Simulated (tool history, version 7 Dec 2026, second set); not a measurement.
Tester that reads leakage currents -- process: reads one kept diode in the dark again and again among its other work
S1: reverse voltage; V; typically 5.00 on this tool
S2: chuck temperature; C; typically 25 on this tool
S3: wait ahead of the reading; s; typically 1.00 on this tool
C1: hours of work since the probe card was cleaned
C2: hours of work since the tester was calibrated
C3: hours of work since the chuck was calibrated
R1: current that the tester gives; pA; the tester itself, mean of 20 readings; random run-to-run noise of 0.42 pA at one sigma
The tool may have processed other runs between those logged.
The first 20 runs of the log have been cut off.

run 21 hour=1417.1 | S1=5.00 S2=25 S3=3.99 | C1=479 C2=1623 C3=262 | R1=138.07
run 22 hour=1496.0 | S1=2.57 S2=25 S3=0.73 | C1=516 C2=1660 C3=299 | R1=112.64
run 23 hour=1593.8 | S1=1.37 S2=33 S3=0.73 | C1=562 C2=1706 C3=345 | R1=174.95
run 24 hour=1689.3 | S1=1.37 S2=33 S3=0.72 | C1=607 C2=1751 C3=390 | R1=174.86
run 25 hour=1756.0 | S1=9.96 S2=30 S3=0.42 | C1=638 C2=1782 C3=421 | R1=256.90
run 26 hour=1836.1 | S1=9.96 S2=30 S3=0.42 | C1=676 C2=1820 C3=459 | R1=256.40
run 27 hour=1882.0 | S1=5.00 S2=37 S3=1.00 | C1=698 C2=1842 C3=481 | R1=353.43
run 28 hour=1937.6 | S1=5.00 S2=37 S3=1.00 | C1=724 C2=1868 C3=507 | R1=353.32
run 29 hour=2008.7 | S1=4.61 S2=44 S3=6.68 | C1=757 C2=1901 C3=540 | R1=579.41
run 30 hour=2065.2 | S1=4.61 S2=44 S3=6.68 | C1=784 C2=1928 C3=567 | R1=578.07
run 31 hour=2151.1 | S1=4.61 S2=44 S3=6.68 | C1=825 C2=1969 C3=607 | R1=582.44
run 32 hour=2225.9 | S1=9.28 S2=34 S3=3.71 | C1=860 C2=2004 C3=643 | R1=340.82
run 33 hour=2309.9 | S1=9.28 S2=34 S3=3.71 | C1=899 C2=2043 C3=682 | R1=342.25
run 34 hour=2369.9 | S1=2.47 S2=25 S3=1.18 | C1=928 C2=2072 C3=711 | R1=111.20
run 35 hour=2459.4 | S1=1.71 S2=24 S3=1.95 | C1=970 C2=2114 C3=753 | R1=91.54
run 36 hour=2543.9 | S1=1.71 S2=29 S3=6.28 | C1=1010 C2=2154 C3=793 | R1=137.14
run 37 hour=2618.1 | S1=1.71 S2=29 S3=6.28 | C1=1045 C2=2189 C3=828 | R1=137.04
run 38 hour=2716.0 | S1=2.65 S2=34 S3=3.17 | C1=1091 C2=2235 C3=874 | R1=231.63
run 39 hour=2793.1 | S1=5.56 S2=32 S3=7.14 | C1=1127 C2=2271 C3=910 | R1=250.11
run 40 hour=2868.1 | S1=4.31 S2=22 S3=7.14 | C1=1163 C2=2306 C3=945 | R1=102.89

Forecast each of these 4 alternatives for the next run:
run A hour=2916.7 | S1=1.96 S2=25 S3=1.00 | C1=1185 C2=2329 C3=968 | R1=?
run B hour=2916.7 | S1=5.00 S2=25 S3=1.51 | C1=1185 C2=2329 C3=968 | R1=?
run C hour=2916.7 | S1=4.31 S2=20 S3=7.14 | C1=1185 C2=2329 C3=968 | R1=?
run D hour=2916.7 | S1=4.31 S2=37 S3=7.14 | C1=1185 C2=2329 C3=968 | R1=?

run=A R1=103.03
run=B R1=138.18
run=C R1=86.89
run=D R1=337.32
What these runs would have given with no unlogged condition in the tool:
run=A R1=102.98
run=B R1=138.09
run=C R1=86.83
run=D R1=337.16
